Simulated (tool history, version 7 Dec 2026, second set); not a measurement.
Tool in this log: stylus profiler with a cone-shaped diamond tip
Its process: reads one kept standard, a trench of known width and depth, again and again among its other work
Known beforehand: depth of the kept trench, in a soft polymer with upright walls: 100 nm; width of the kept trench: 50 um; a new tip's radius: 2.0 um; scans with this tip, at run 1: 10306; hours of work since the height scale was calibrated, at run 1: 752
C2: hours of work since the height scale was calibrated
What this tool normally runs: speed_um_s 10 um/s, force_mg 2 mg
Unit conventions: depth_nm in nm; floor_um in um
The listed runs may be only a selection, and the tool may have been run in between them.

run 1 hour=0 | speed_um_s=10 force_mg=2 | scans_with_this_tip=10306 C2=752 | depth_nm=100.82 floor_um=48.63
run 2 hour=26.7 | speed_um_s=10 force_mg=3.19 | scans_with_this_tip=10537 C2=769 | depth_nm=101.35 floor_um=48.66
run 3 hour=53.2 | speed_um_s=31 force_mg=2 | scans_with_this_tip=10767 C2=786 | depth_nm=100.86 floor_um=48.49
run 4 hour=89.7 | speed_um_s=10 force_mg=1.2 | scans_with_this_tip=11084 C2=809 | depth_nm=100.43 floor_um=48.55
run 5 hour=112.3 | speed_um_s=10 force_mg=1.2 | scans_with_this_tip=11280 C2=823 | depth_nm=100.54 floor_um=48.56
run 6 hour=139.6 | speed_um_s=10 force_mg=2.44 | scans_with_this_tip=11517 C2=841 | depth_nm=100.96 floor_um=48.6
run 7 hour=177.1 | speed_um_s=10 force_mg=2.44 | scans_with_this_tip=11843 C2=864 | depth_nm=101 floor_um=48.59
run 8 hour=205.4 | speed_um_s=5 force_mg=2.19 | scans_with_this_tip=12088 C2=882 | depth_nm=100.89 floor_um=48.6
run 9 hour=234.9 | speed_um_s=7 force_mg=1.66 | scans_with_this_tip=12343 C2=901 | depth_nm=100.71 floor_um=48.57
run 10 hour=261.8 | speed_um_s=2 force_mg=4.4 | scans_with_this_tip=12578 C2=918 | depth_nm=101.67 floor_um=48.63
run 11 hour=293.5 | speed_um_s=2 force_mg=4.4 | scans_with_this_tip=12852 C2=938 | depth_nm=101.61 floor_um=48.63
run 12 hour=327.2 | speed_um_s=2 force_mg=4.4 | scans_with_this_tip=13145 C2=959 | depth_nm=101.59 floor_um=48.6

Consider 3 possible next runs. They are alternatives, not a sequence: every one starts from the tool as it was left by run 12. What does each give?
run A hour=349.2 | speed_um_s=2 force_mg=4.7 | scans_with_this_tip=13335 C2=973 | depth_nm=? floor_um=?
run B hour=349.2 | speed_um_s=2 force_mg=2 | scans_with_this_tip=13335 C2=973 | depth_nm=? floor_um=?
run C hour=349.2 | speed_um_s=31 force_mg=0.77 | scans_with_this_tip=13335 C2=973 | depth_nm=? floor_um=?

run=A depth_nm=101.71 floor_um=48.56
run=B depth_nm=100.73 floor_um=48.6
run=C depth_nm=100.2 floor_um=48.37
With the hidden condition removed and each run's random variation left untouched, the same runs would have given:
run=A depth_nm=102.11 floor_um=48.7
run=B depth_nm=101.12 floor_um=48.74
run=C depth_nm=100.59 floor_um=48.51

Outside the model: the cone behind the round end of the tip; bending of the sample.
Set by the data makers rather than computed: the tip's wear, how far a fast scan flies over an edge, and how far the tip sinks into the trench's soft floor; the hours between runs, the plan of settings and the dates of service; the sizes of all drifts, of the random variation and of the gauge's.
